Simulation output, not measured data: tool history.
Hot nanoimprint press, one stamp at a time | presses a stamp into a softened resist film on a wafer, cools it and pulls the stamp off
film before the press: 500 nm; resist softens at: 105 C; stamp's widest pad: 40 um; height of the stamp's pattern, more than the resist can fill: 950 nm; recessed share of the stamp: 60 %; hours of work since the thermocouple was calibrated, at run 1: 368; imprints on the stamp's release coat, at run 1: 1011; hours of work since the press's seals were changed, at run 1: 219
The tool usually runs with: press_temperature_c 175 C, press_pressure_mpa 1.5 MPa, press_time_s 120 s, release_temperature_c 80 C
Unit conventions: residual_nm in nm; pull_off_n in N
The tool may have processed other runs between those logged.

run	hour	press_temperature_c	press_pressure_mpa	press_time_s	release_temperature_c	hours of work since the thermocouple was calibrated	imprints on the stamp's release coat	hours of work since the press's seals were changed	residual_nm	pull_off_n
1	0	175	1.5	120	80	368	1011	219	242.4	148
2	7.9	175	1.5	120	80	372	1026	223	240	145
3	15.1	175	1.5	120	80	375	1040	227	238.8	140
4	28.2	175	1.5	120	79	382	1065	234	242.7	143
5	36.3	175	1.5	120	79	386	1080	238	242.8	149
6	46.6	175	1.5	120	79	391	1099	243	239.2	144
7	59.7	175	1.5	138	79	398	1124	249	229.1	145
8	74	175	1.5	138	79	405	1151	257	229.3	149
# hour 82.6: stamp cleaned and given a new release coat
# hour 98.4: plate thermocouple calibrated
9	98.4	175	1.5	138	79	0	24	264	226.9	142
10	108	175	1.5	138	79	5	42	269	230.6	141
11	118.5	175	1.5	138	79	10	62	275	230.7	141
12	127.1	175	1.5	138	79	14	78	279	230.5	143
13	138.2	175	1.5	138	79	20	100	285	228	143
14	154.1	175	1.83	120	74	28	130	293	225	162
15	163.5	164	1.31	120	69	33	147	297	342.1	175
16	177.7	178	1.5	217	80	40	174	305	175.4	144
17	185.3	178	1.5	217	80	44	188	308	176.6	140
18	193.6	175	1.5	88	87	48	204	313	269.8	121
19	202.8	175	1.5	88	87	53	222	317	273.6	121

Some steps in residual_nm between neighbouring runs. How much of each would the tool show without its hidden state too (settings, what came in, random variation), and how much is left for the hidden state, with any gauge scatter that isn't in both results?
Unlogged tool condition in this case: true temperature over the reading, C; pressure that arrives at the usual setting, %; grip of the stamp's worn release coat, % over a new coat's; drift of the gauge itself on residual_nm, %; drift of the gauge itself on pull_off_n, %.
Run 15 -> 16: press_temperature_c 164 -> 178, press_pressure_mpa 1.31 -> 1.5, press_time_s 120 -> 217, release_temperature_c 69 -> 80. residual_nm -166.7 nm: hidden state -1.7, all else -165.
